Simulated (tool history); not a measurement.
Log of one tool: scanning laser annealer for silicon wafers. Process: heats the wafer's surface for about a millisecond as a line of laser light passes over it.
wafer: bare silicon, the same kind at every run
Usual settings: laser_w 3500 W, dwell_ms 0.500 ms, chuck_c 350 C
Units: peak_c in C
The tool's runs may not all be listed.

| run | hour | laser_w | dwell_ms | chuck_c | peak_c |
|---|---|---|---|---|---|
| 1 | 0.0 | 3500 | 0.500 | 350 | 1092 |
| 2 | 9.8 | 3500 | 0.500 | 350 | 1091 |
| 3 | 16.4 | 3500 | 0.500 | 350 | 1093 |
| 4 | 23.5 | 3500 | 0.500 | 350 | 1095 |
| 5 | 29.8 | 3500 | 0.500 | 350 | 1090 |
| 6 | 43.1 | 3500 | 0.500 | 350 | 1094 |
| 7 | 50.2 | 3600 | 0.500 | 350 | 1121 |
| 8 | 62.9 | 3600 | 0.500 | 350 | 1122 |
| 9 | 72.4 | 3600 | 0.500 | 350 | 1118 |
| 10 | 80.5 | 3600 | 0.500 | 350 | 1119 |
| 11 | 92.8 | 3600 | 0.500 | 350 | 1116 |
| 12 | 102.7 | 3500 | 0.500 | 379 | 1118 |
| 13 | 114.1 | 3824 | 0.500 | 329 | 1156 |
|  | 117.2 | window over the wafer cleaned |
| 14 | 123.4 | 3824 | 0.500 | 329 | 1151 |
| 15 | 136.1 | 3196 | 0.471 | 329 | 961 |
| 16 | 143.3 | 3196 | 0.471 | 329 | 962 |
| 17 | 154.8 | 3500 | 0.500 | 312 | 1041 |
| 18 | 165.7 | 3500 | 0.504 | 320 | 1057 |
| 19 | 172.6 | 3500 | 0.600 | 320 | 1123 |
|  | 177.5 | window over the wafer cleaned, once more |
| 20 | 187.8 | 3578 | 0.506 | 350 | 1134 |

4 ways to go on from here, each from the tool as it stands after run 20. What would each give?
| A | 196.4 | 3500 | 0.505 | 373 | ? |
| B | 196.4 | 3402 | 0.475 | 310 | ? |
| C | 196.4 | 3576 | 0.500 | 350 | ? |
| D | 196.4 | 3578 | 0.506 | 342 | ? |

| run | peak_c |
|---|---|
| A | 1136 |
| B | 1024 |
| C | 1127 |
| D | 1127 |
Without the tool's hidden state the same runs would have given:
| run | peak_c |
|---|---|
| A | 1148 |
| B | 1035 |
| C | 1140 |
| D | 1140 |
